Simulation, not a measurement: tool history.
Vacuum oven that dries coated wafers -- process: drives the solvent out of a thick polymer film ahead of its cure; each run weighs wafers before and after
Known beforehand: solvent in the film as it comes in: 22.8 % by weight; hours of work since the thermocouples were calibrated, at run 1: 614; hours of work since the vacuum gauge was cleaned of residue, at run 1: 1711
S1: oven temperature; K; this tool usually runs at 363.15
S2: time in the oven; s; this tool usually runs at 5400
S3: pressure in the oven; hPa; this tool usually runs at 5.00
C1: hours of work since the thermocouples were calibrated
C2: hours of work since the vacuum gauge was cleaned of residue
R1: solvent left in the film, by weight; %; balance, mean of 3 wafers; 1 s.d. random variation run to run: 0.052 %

| run | day | S1 | S2 | S3 | C1 | C2 | R1 |
|---|---|---|---|---|---|---|---|
| 1 | 0.000 | 363.15 | 5400 | 5.00 | 614 | 1711 | 2.06 |
| 2 | 1.258 | 366.15 | 5400 | 5.00 | 633 | 1730 | 1.72 |
| 3 | 2.700 | 363.15 | 5400 | 5.00 | 654 | 1752 | 2.18 |
| 4 | 4.696 | 363.15 | 5400 | 5.00 | 684 | 1782 | 2.29 |
| 5 | 6.942 | 363.15 | 5400 | 5.00 | 718 | 1815 | 2.29 |
| 6 | 8.658 | 363.15 | 5400 | 5.00 | 744 | 1841 | 2.33 |
|  | 9.750 | oven's thermocouples calibrated |
| 7 | 10.117 | 363.15 | 5400 | 5.00 | 6 | 1862 | 2.19 |
| 8 | 12.400 | 363.15 | 5400 | 6.42 | 40 | 1896 | 2.29 |
| 9 | 14.808 | 363.15 | 5400 | 6.42 | 76 | 1932 | 2.37 |
| 10 | 16.050 | 363.15 | 5400 | 10.50 | 94 | 1951 | 2.77 |
| 11 | 18.258 | 363.15 | 5400 | 14.41 | 128 | 1984 | 3.25 |
| 12 | 19.550 | 363.15 | 5400 | 14.41 | 147 | 2003 | 3.24 |
| 13 | 21.004 | 377.15 | 3240 | 5.45 | 169 | 2025 | 1.83 |
| 14 | 23.046 | 359.15 | 3240 | 3.46 | 199 | 2056 | 5.32 |
| 15 | 25.021 | 362.15 | 5400 | 15.33 | 229 | 2085 | 3.69 |
| 16 | 26.300 | 373.15 | 5340 | 15.33 | 248 | 2104 | 1.91 |
| 17 | 28.562 | 367.15 | 4860 | 17.56 | 282 | 2138 | 3.22 |
| 18 | 30.800 | 363.15 | 3840 | 2.95 | 316 | 2172 | 3.42 |
| 19 | 33.158 | 363.15 | 3840 | 2.95 | 351 | 2207 | 3.39 |
| 20 | 34.688 | 361.15 | 5700 | 18.51 | 374 | 2230 | 4.06 |
| 21 | 37.354 | 351.15 | 7800 | 13.21 | 414 | 2270 | 4.76 |
| 22 | 39.842 | 371.15 | 7740 | 8.13 | 451 | 2307 | 1.29 |

Consider 3 possible next runs. They are alternatives, not a sequence: every one starts from the tool as it was left by run 22. What does each give?
| A | 42.167 | 356.15 | 5400 | 4.00 | 486 | 2342 | ? |
| B | 42.167 | 352.15 | 7740 | 2.63 | 486 | 2342 | ? |
| C | 42.167 | 365.15 | 5220 | 8.13 | 486 | 2342 | ? |

| run | R1 |
|---|---|
| A | 3.60 |
| B | 3.02 |
| C | 2.57 |
With the hidden condition removed and each run's random variation left untouched, the same runs would have given:
| run | R1 |
|---|---|
| A | 2.55 |
| B | 1.77 |
| C | 1.77 |

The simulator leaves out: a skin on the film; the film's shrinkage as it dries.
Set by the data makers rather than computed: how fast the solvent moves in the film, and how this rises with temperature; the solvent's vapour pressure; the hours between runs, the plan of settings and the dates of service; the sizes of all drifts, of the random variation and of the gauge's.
